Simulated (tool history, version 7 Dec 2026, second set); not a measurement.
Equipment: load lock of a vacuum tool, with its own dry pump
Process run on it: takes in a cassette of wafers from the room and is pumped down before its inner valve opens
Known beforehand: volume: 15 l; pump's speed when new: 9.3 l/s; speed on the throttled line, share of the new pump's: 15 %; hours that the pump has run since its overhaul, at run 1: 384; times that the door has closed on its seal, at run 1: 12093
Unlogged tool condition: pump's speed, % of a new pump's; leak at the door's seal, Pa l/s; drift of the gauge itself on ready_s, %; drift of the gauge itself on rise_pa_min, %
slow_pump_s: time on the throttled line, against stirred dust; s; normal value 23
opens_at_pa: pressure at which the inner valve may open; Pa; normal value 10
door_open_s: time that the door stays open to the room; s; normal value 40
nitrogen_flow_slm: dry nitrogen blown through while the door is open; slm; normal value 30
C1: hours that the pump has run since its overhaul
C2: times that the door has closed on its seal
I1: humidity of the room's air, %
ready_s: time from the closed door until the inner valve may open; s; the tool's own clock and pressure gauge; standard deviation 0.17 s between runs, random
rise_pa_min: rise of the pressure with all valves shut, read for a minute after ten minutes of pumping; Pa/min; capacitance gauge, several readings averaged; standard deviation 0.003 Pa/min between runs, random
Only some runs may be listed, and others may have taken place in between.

{"run": 1, "hour": 0.0, "slow_pump_s": 23, "opens_at_pa": 10, "door_open_s": 40, "nitrogen_flow_slm": 30, "C1": 384, "C2": 12093, "I1": 41.6, "ready_s": 34.6, "rise_pa_min": 0.035}
{"run": 2, "hour": 219.1, "slow_pump_s": 23, "opens_at_pa": 10, "door_open_s": 40, "nitrogen_flow_slm": 30, "C1": 603, "C2": 13023, "I1": 43.4, "ready_s": 34.3, "rise_pa_min": 0.032}
{"run": 3, "hour": 399.6, "slow_pump_s": 23, "opens_at_pa": 10, "door_open_s": 40, "nitrogen_flow_slm": 30, "C1": 784, "C2": 13789, "I1": 43.6, "ready_s": 34.3, "rise_pa_min": 0.034}
{"run": 4, "hour": 564.1, "slow_pump_s": 23, "opens_at_pa": 10, "door_open_s": 40, "nitrogen_flow_slm": 30, "C1": 948, "C2": 14488, "I1": 47.3, "ready_s": 34.6, "rise_pa_min": 0.032}
{"run": 5, "hour": 702.6, "slow_pump_s": 23, "opens_at_pa": 10, "door_open_s": 40, "nitrogen_flow_slm": 25, "C1": 1087, "C2": 15076, "I1": 49.2, "ready_s": 34.6, "rise_pa_min": 0.037}
{"run": 6, "hour": 829.5, "slow_pump_s": 23, "opens_at_pa": 10, "door_open_s": 40, "nitrogen_flow_slm": 25, "C1": 1214, "C2": 15615, "I1": 44.4, "ready_s": 34.5, "rise_pa_min": 0.04}
{"run": 7, "hour": 1029.6, "slow_pump_s": 23, "opens_at_pa": 10, "door_open_s": 40, "nitrogen_flow_slm": 30, "C1": 1414, "C2": 16465, "I1": 43.0, "ready_s": 34.2, "rise_pa_min": 0.028}
{"run": 8, "hour": 1247.2, "slow_pump_s": 23, "opens_at_pa": 10, "door_open_s": 40, "nitrogen_flow_slm": 30, "C1": 1631, "C2": 17389, "I1": 47.1, "ready_s": 34.8, "rise_pa_min": 0.035}
{"run": 9, "hour": 1481.9, "slow_pump_s": 23, "opens_at_pa": 10, "door_open_s": 40, "nitrogen_flow_slm": 30, "C1": 1866, "C2": 18386, "I1": 43.9, "ready_s": 34.4, "rise_pa_min": 0.029}
{"run": 10, "hour": 1611.8, "slow_pump_s": 23, "opens_at_pa": 10, "door_open_s": 40, "nitrogen_flow_slm": 30, "C1": 1996, "C2": 18937, "I1": 44.3, "ready_s": 34.7, "rise_pa_min": 0.03}
{"run": 11, "hour": 1860.0, "slow_pump_s": 23, "opens_at_pa": 10, "door_open_s": 40, "nitrogen_flow_slm": 30, "C1": 2244, "C2": 19991, "I1": 47.2, "ready_s": 34.4, "rise_pa_min": 0.035}
{"run": 12, "hour": 1972.6, "slow_pump_s": 23, "opens_at_pa": 10, "door_open_s": 40, "nitrogen_flow_slm": 30, "C1": 2357, "C2": 20469, "I1": 41.4, "ready_s": 34.5, "rise_pa_min": 0.034}
{"run": 13, "hour": 2114.4, "slow_pump_s": 23, "opens_at_pa": 10, "door_open_s": 40, "nitrogen_flow_slm": 30, "C1": 2499, "C2": 21072, "I1": 44.6, "ready_s": 34.5, "rise_pa_min": 0.036}
{"run": 14, "hour": 2316.7, "slow_pump_s": 23, "opens_at_pa": 10, "door_open_s": 40, "nitrogen_flow_slm": 30, "C1": 2701, "C2": 21931, "I1": 46.7, "ready_s": 34.8, "rise_pa_min": 0.03}
{"run": 15, "hour": 2485.3, "slow_pump_s": 23, "opens_at_pa": 10, "door_open_s": 40, "nitrogen_flow_slm": 30, "C1": 2870, "C2": 22646, "I1": 46.5, "ready_s": 34.1, "rise_pa_min": 0.028}
{"run": 16, "hour": 2731.4, "slow_pump_s": 23, "opens_at_pa": 10, "door_open_s": 40, "nitrogen_flow_slm": 30, "C1": 3116, "C2": 23692, "I1": 44.7, "ready_s": 34.4, "rise_pa_min": 0.041}
{"run": 17, "hour": 2915.6, "slow_pump_s": 15, "opens_at_pa": 17, "door_open_s": 144, "nitrogen_flow_slm": 30, "C1": 3300, "C2": 24474, "I1": 45.6, "ready_s": 27.0, "rise_pa_min": 0.048}
{"run": 18, "hour": 3052.1, "slow_pump_s": 23, "opens_at_pa": 10, "door_open_s": 40, "nitrogen_flow_slm": 21, "C1": 3436, "C2": 25054, "I1": 43.1, "ready_s": 35.0, "rise_pa_min": 0.044}
{"run": 19, "hour": 3174.8, "slow_pump_s": 30, "opens_at_pa": 12, "door_open_s": 40, "nitrogen_flow_slm": 21, "C1": 3559, "C2": 25575, "I1": 44.4, "ready_s": 40.4, "rise_pa_min": 0.042}
{"run": 20, "hour": 3430.9, "slow_pump_s": 30, "opens_at_pa": 12, "door_open_s": 40, "nitrogen_flow_slm": 21, "C1": 3815, "C2": 26662, "I1": 45.5, "ready_s": 40.0, "rise_pa_min": 0.037}
{"hour": 3470.0, "done": "door's seal changed, seat wiped"}
{"run": 21, "hour": 3700.6, "slow_pump_s": 43, "opens_at_pa": 12, "door_open_s": 40, "nitrogen_flow_slm": 21, "C1": 4083, "C2": 979, "I1": 46.6, "ready_s": 51.2, "rise_pa_min": 0.041}
{"run": 22, "hour": 3962.0, "slow_pump_s": 12, "opens_at_pa": 12, "door_open_s": 40, "nitrogen_flow_slm": 30, "C1": 4345, "C2": 2089, "I1": 45.3, "ready_s": 24.6, "rise_pa_min": 0.036}
{"run": 23, "hour": 4171.1, "slow_pump_s": 19, "opens_at_pa": 7, "door_open_s": 38, "nitrogen_flow_slm": 12, "C1": 4554, "C2": 2977, "I1": 44.5, "ready_s": 31.9, "rise_pa_min": 0.048}
{"run": 24, "hour": 4281.8, "slow_pump_s": 19, "opens_at_pa": 7, "door_open_s": 38, "nitrogen_flow_slm": 12, "C1": 4665, "C2": 3447, "I1": 43.9, "ready_s": 31.6, "rise_pa_min": 0.05}
{"run": 25, "hour": 4393.2, "slow_pump_s": 19, "opens_at_pa": 7, "door_open_s": 38, "nitrogen_flow_slm": 12, "C1": 4776, "C2": 3920, "I1": 42.4, "ready_s": 31.7, "rise_pa_min": 0.049}
{"run": 26, "hour": 4602.4, "slow_pump_s": 23, "opens_at_pa": 10, "door_open_s": 29, "nitrogen_flow_slm": 15, "C1": 4985, "C2": 4809, "I1": 44.0, "ready_s": 35.0, "rise_pa_min": 0.043}
{"run": 27, "hour": 4735.0, "slow_pump_s": 23, "opens_at_pa": 10, "door_open_s": 170, "nitrogen_flow_slm": 10, "C1": 5118, "C2": 5372, "I1": 45.0, "ready_s": 34.4, "rise_pa_min": 0.091}
{"run": 28, "hour": 4935.2, "slow_pump_s": 15, "opens_at_pa": 10, "door_open_s": 145, "nitrogen_flow_slm": 33, "C1": 5318, "C2": 6222, "I1": 47.8, "ready_s": 27.9, "rise_pa_min": 0.048}

Alternative continuations, all from the tool just after run 28; predict every row:
{"run": "A", "hour": 5178.5, "slow_pump_s": 23, "opens_at_pa": 13, "door_open_s": 127, "nitrogen_flow_slm": 6, "C1": 5561, "C2": 7255, "I1": 42.7, "ready_s": "?", "rise_pa_min": "?"}
{"run": "B", "hour": 5178.5, "slow_pump_s": 13, "opens_at_pa": 9, "door_open_s": 40, "nitrogen_flow_slm": 10, "C1": 5561, "C2": 7255, "I1": 45.3, "ready_s": "?", "rise_pa_min": "?"}
{"run": "C", "hour": 5178.5, "slow_pump_s": 23, "opens_at_pa": 7, "door_open_s": 35, "nitrogen_flow_slm": 30, "C1": 5561, "C2": 7255, "I1": 44.1, "ready_s": "?", "rise_pa_min": "?"}

run=A ready_s=34.2 rise_pa_min=0.097
run=B ready_s=26.3 rise_pa_min=0.061
run=C ready_s=35.3 rise_pa_min=0.024
With no hidden state in the tool, these same runs would have given:
run=A ready_s=34.2 rise_pa_min=0.097
run=B ready_s=26.3 rise_pa_min=0.061
run=C ready_s=35.3 rise_pa_min=0.024
